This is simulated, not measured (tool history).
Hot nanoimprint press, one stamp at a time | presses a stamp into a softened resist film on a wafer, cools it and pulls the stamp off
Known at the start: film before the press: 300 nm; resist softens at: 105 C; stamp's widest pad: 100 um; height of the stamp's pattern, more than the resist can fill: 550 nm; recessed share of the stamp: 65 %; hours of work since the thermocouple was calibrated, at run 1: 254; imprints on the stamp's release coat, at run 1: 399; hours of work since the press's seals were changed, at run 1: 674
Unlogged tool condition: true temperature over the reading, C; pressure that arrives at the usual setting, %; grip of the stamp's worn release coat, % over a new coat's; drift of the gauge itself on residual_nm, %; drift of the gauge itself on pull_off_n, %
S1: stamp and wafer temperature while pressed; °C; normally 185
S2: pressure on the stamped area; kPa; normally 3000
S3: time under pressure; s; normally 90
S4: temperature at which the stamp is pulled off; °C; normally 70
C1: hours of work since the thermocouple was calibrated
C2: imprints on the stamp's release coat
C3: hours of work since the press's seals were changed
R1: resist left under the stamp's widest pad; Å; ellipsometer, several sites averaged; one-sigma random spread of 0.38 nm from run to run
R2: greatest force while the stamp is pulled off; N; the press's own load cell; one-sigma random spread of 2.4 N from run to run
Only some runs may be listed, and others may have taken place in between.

run 1 day=0.000 | S1=185 S2=3000 S3=90 S4=70 | C1=254 C2=399 C3=674 | R1=1135 R2=232
run 2 day=1.271 | S1=185 S2=3000 S3=90 S4=70 | C1=277 C2=497 C3=697 | R1=1134 R2=239
run 3 day=2.092 | S1=185 S2=3000 S3=90 S4=76 | C1=291 C2=561 C3=711 | R1=1135 R2=218
run 4 day=3.171 | S1=185 S2=3000 S3=90 S4=76 | C1=310 C2=645 C3=730 | R1=1144 R2=226
run 5 day=4.379 | S1=185 S2=3000 S3=90 S4=70 | C1=332 C2=739 C3=751 | R1=1144 R2=251
run 6 day=5.783 | S1=185 S2=3000 S3=90 S4=70 | C1=356 C2=847 C3=776 | R1=1144 R2=251
run 7 day=6.442 | S1=185 S2=3000 S3=90 S4=74 | C1=368 C2=899 C3=788 | R1=1147 R2=247
-- day=7.125 stamp cleaned and given a new release coat
run 8 day=7.654 | S1=192 S2=3000 S3=90 S4=70 | C1=385 C2=41 C3=805 | R1=836 R2=215
run 9 day=8.458 | S1=185 S2=3000 S3=90 S4=61 | C1=399 C2=103 C3=819 | R1=1153 R2=246
run 10 day=9.433 | S1=185 S2=3000 S3=90 S4=61 | C1=416 C2=178 C3=836 | R1=1160 R2=248
run 11 day=10.525 | S1=185 S2=3000 S3=90 S4=70 | C1=435 C2=263 C3=855 | R1=1161 R2=229
-- day=11.296 plate thermocouple calibrated
run 12 day=11.696 | S1=185 S2=2180 S3=90 S4=70 | C1=7 C2=345 C3=874 | R1=1266 R2=232
run 13 day=12.975 | S1=179 S2=2180 S3=90 S4=70 | C1=30 C2=444 C3=896 | R1=1639 R2=235
run 14 day=14.283 | S1=179 S2=2180 S3=90 S4=70 | C1=53 C2=545 C3=919 | R1=1645 R2=240
run 15 day=15.529 | S1=179 S2=2180 S3=90 S4=70 | C1=75 C2=642 C3=941 | R1=1648 R2=244
run 16 day=16.346 | S1=179 S2=2180 S3=90 S4=70 | C1=89 C2=706 C3=956 | R1=1648 R2=245
run 17 day=17.379 | S1=185 S2=2660 S3=90 S4=63 | C1=107 C2=786 C3=974 | R1=1187 R2=274
run 18 day=17.975 | S1=185 S2=2660 S3=90 S4=63 | C1=118 C2=832 C3=984 | R1=1187 R2=281
run 19 day=18.983 | S1=185 S2=3000 S3=49 S4=70 | C1=135 C2=910 C3=1002 | R1=1433 R2=259
-- day=19.396 press's hydraulic seals changed and the load cell set to zero
-- day=19.850 stamp cleaned and given a new release coat
run 20 day=20.417 | S1=185 S2=2920 S3=51 S4=70 | C1=150 C2=45 C3=14 | R1=1391 R2=214
run 21 day=21.038 | S1=185 S2=4100 S3=90 S4=70 | C1=161 C2=93 C3=25 | R1=946 R2=216
run 22 day=22.242 | S1=185 S2=4100 S3=90 S4=70 | C1=182 C2=186 C3=46 | R1=955 R2=224
run 23 day=23.579 | S1=185 S2=4100 S3=90 S4=70 | C1=206 C2=290 C3=69 | R1=952 R2=232
run 24 day=24.971 | S1=182 S2=4250 S3=90 S4=70 | C1=231 C2=398 C3=94 | R1=1082 R2=233
run 25 day=25.871 | S1=182 S2=4250 S3=90 S4=70 | C1=246 C2=468 C3=110 | R1=1087 R2=236
run 26 day=27.138 | S1=182 S2=4250 S3=90 S4=70 | C1=269 C2=566 C3=132 | R1=1092 R2=239
run 27 day=28.046 | S1=193 S2=3000 S3=90 S4=67 | C1=285 C2=637 C3=148 | R1=782 R2=249

What does the tool deliver on the next run?
run 28 day=28.938 | S1=185 S2=2490 S3=90 S4=70 | C1=300 C2=706 C3=164 | R1=? R2=?

R1: 1221 Å
R2: 252 N
Without the tool's hidden state the same run would have given R1 1187 Å, R2 217 N.
